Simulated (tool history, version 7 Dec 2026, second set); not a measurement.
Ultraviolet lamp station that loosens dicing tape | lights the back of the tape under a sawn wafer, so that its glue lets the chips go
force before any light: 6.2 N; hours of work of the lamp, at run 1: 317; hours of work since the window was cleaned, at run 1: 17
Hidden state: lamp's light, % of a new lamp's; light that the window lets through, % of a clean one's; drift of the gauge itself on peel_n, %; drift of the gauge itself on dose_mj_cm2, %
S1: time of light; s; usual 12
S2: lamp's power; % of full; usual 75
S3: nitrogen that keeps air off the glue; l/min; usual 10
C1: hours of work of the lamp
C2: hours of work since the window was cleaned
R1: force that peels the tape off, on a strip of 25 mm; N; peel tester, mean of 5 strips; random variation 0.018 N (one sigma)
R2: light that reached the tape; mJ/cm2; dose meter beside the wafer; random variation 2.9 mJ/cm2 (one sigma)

{"run": 1, "hour": 0.0, "S1": 12, "S2": 75, "S3": 10, "C1": 317, "C2": 17, "R1": 1, "R2": 399}
{"run": 2, "hour": 9.8, "S1": 12, "S2": 75, "S3": 10, "C1": 323, "C2": 23, "R1": 1.032, "R2": 393}
{"run": 3, "hour": 27.2, "S1": 12, "S2": 75, "S3": 10, "C1": 335, "C2": 34, "R1": 1.042, "R2": 391}
{"run": 4, "hour": 34.6, "S1": 12, "S2": 75, "S3": 10, "C1": 339, "C2": 39, "R1": 1.034, "R2": 386}
{"run": 5, "hour": 42.8, "S1": 12, "S2": 75, "S3": 10, "C1": 345, "C2": 44, "R1": 1.034, "R2": 385}
{"run": 6, "hour": 54.2, "S1": 12, "S2": 75, "S3": 10, "C1": 352, "C2": 52, "R1": 1.034, "R2": 392}
{"run": 7, "hour": 71.0, "S1": 12, "S2": 75, "S3": 10, "C1": 363, "C2": 62, "R1": 1.061, "R2": 388}
{"run": 8, "hour": 79.6, "S1": 12, "S2": 75, "S3": 10, "C1": 368, "C2": 68, "R1": 1.047, "R2": 378}
{"run": 9, "hour": 94.4, "S1": 12, "S2": 75, "S3": 10, "C1": 378, "C2": 77, "R1": 1.093, "R2": 371}
{"run": 10, "hour": 105.7, "S1": 13, "S2": 75, "S3": 10, "C1": 385, "C2": 85, "R1": 0.945, "R2": 409}
{"run": 11, "hour": 116.7, "S1": 12, "S2": 75, "S3": 15, "C1": 392, "C2": 92, "R1": 0.944, "R2": 379}
{"run": 12, "hour": 124.6, "S1": 12, "S2": 75, "S3": 10, "C1": 398, "C2": 97, "R1": 1.077, "R2": 376}
{"run": 13, "hour": 132.5, "S1": 12, "S2": 75, "S3": 10, "C1": 403, "C2": 102, "R1": 1.067, "R2": 371}
{"run": 14, "hour": 143.4, "S1": 12, "S2": 69, "S3": 10, "C1": 410, "C2": 109, "R1": 1.254, "R2": 342}
{"run": 15, "hour": 152.5, "S1": 12, "S2": 99, "S3": 10, "C1": 415, "C2": 115, "R1": 0.692, "R2": 495}
{"run": 16, "hour": 161.8, "S1": 12, "S2": 75, "S3": 10, "C1": 421, "C2": 121, "R1": 1.087, "R2": 368}
{"run": 17, "hour": 170.5, "S1": 8, "S2": 75, "S3": 10, "C1": 427, "C2": 127, "R1": 1.941, "R2": 247}
{"run": 18, "hour": 182.5, "S1": 8, "S2": 75, "S3": 10, "C1": 435, "C2": 134, "R1": 1.961, "R2": 247}
{"run": 19, "hour": 194.5, "S1": 8, "S2": 75, "S3": 10, "C1": 443, "C2": 142, "R1": 1.933, "R2": 241}
{"run": 20, "hour": 202.4, "S1": 8, "S2": 75, "S3": 10, "C1": 448, "C2": 147, "R1": 1.954, "R2": 241}
{"run": 21, "hour": 213.1, "S1": 12, "S2": 75, "S3": 10, "C1": 455, "C2": 154, "R1": 1.165, "R2": 367}
{"run": 22, "hour": 225.4, "S1": 12, "S2": 75, "S3": 10, "C1": 463, "C2": 162, "R1": 1.192, "R2": 361}
{"run": 23, "hour": 239.1, "S1": 16, "S2": 75, "S3": 7, "C1": 471, "C2": 171, "R1": 0.816, "R2": 475}
{"run": 24, "hour": 246.5, "S1": 21, "S2": 70, "S3": 5, "C1": 476, "C2": 176, "R1": 0.688, "R2": 581}
{"run": 25, "hour": 256.2, "S1": 7, "S2": 78, "S3": 10, "C1": 482, "C2": 182, "R1": 2.273, "R2": 219}
{"run": 26, "hour": 264.7, "S1": 7, "S2": 78, "S3": 10, "C1": 488, "C2": 187, "R1": 2.198, "R2": 212}
{"run": 27, "hour": 272.7, "S1": 12, "S2": 83, "S3": 11, "C1": 493, "C2": 192, "R1": 0.969, "R2": 392}
{"run": 28, "hour": 286.4, "S1": 11, "S2": 83, "S3": 9, "C1": 502, "C2": 201, "R1": 1.206, "R2": 357}
{"run": 29, "hour": 303.4, "S1": 24, "S2": 85, "S3": 3, "C1": 513, "C2": 212, "R1": 0.525, "R2": 798}
{"hour": 304.9, "done": "window cleaned of glue's vapour"}
{"run": 30, "hour": 315.3, "S1": 9, "S2": 91, "S3": 3, "C1": 520, "C2": 7, "R1": 2.137, "R2": 313}
{"run": 31, "hour": 332.8, "S1": 9, "S2": 91, "S3": 3, "C1": 531, "C2": 18, "R1": 2.102, "R2": 311}
{"run": 32, "hour": 348.3, "S1": 9, "S2": 91, "S3": 3, "C1": 541, "C2": 28, "R1": 2.181, "R2": 309}
{"hour": 349.6, "done": "window cleaned of glue's vapour, once more"}
{"run": 33, "hour": 356.8, "S1": 9, "S2": 91, "S3": 3, "C1": 547, "C2": 5, "R1": 1.975, "R2": 337}
{"run": 34, "hour": 367.8, "S1": 9, "S2": 91, "S3": 3, "C1": 554, "C2": 12, "R1": 1.973, "R2": 334}
{"run": 35, "hour": 381.0, "S1": 12, "S2": 75, "S3": 8, "C1": 562, "C2": 20, "R1": 1.229, "R2": 365}
{"run": 36, "hour": 396.6, "S1": 11, "S2": 92, "S3": 3, "C1": 572, "C2": 30, "R1": 1.488, "R2": 407}
{"run": 37, "hour": 413.0, "S1": 12, "S2": 75, "S3": 10, "C1": 583, "C2": 41, "R1": 1.158, "R2": 366}
{"run": 38, "hour": 421.9, "S1": 12, "S2": 71, "S3": 10, "C1": 589, "C2": 47, "R1": 1.245, "R2": 344}
{"run": 39, "hour": 437.0, "S1": 12, "S2": 89, "S3": 8, "C1": 598, "C2": 56, "R1": 0.965, "R2": 424}
{"run": 40, "hour": 446.9, "S1": 10, "S2": 74, "S3": 11, "C1": 605, "C2": 63, "R1": 1.517, "R2": 295}
{"run": 41, "hour": 460.1, "S1": 10, "S2": 74, "S3": 11, "C1": 613, "C2": 71, "R1": 1.506, "R2": 293}
{"run": 42, "hour": 474.4, "S1": 10, "S2": 74, "S3": 11, "C1": 622, "C2": 81, "R1": 1.477, "R2": 297}
{"run": 43, "hour": 489.7, "S1": 14, "S2": 66, "S3": 4, "C1": 632, "C2": 90, "R1": 1.589, "R2": 366}

Forecast each of these 4 alternatives for the next run:
{"run": "A", "hour": 502.0, "S1": 14, "S2": 68, "S3": 4, "C1": 640, "C2": 98, "R1": "?", "R2": "?"}
{"run": "B", "hour": 502.0, "S1": 7, "S2": 78, "S3": 4, "C1": 640, "C2": 98, "R1": "?", "R2": "?"}
{"run": "C", "hour": 502.0, "S1": 6, "S2": 79, "S3": 4, "C1": 640, "C2": 98, "R1": "?", "R2": "?"}
{"run": "D", "hour": 502.0, "S1": 10, "S2": 75, "S3": 5, "C1": 640, "C2": 98, "R1": "?", "R2": "?"}

run=A R1=1.554 R2=371
run=B R1=2.816 R2=211
run=C R1=3.041 R2=183
run=D R1=1.934 R2=291
Without the tool's hidden state the same runs would have given:
run=A R1=1.185 R2=450
run=B R1=2.386 R2=256
run=C R1=2.63 R2=222
run=D R1=1.53 R2=353
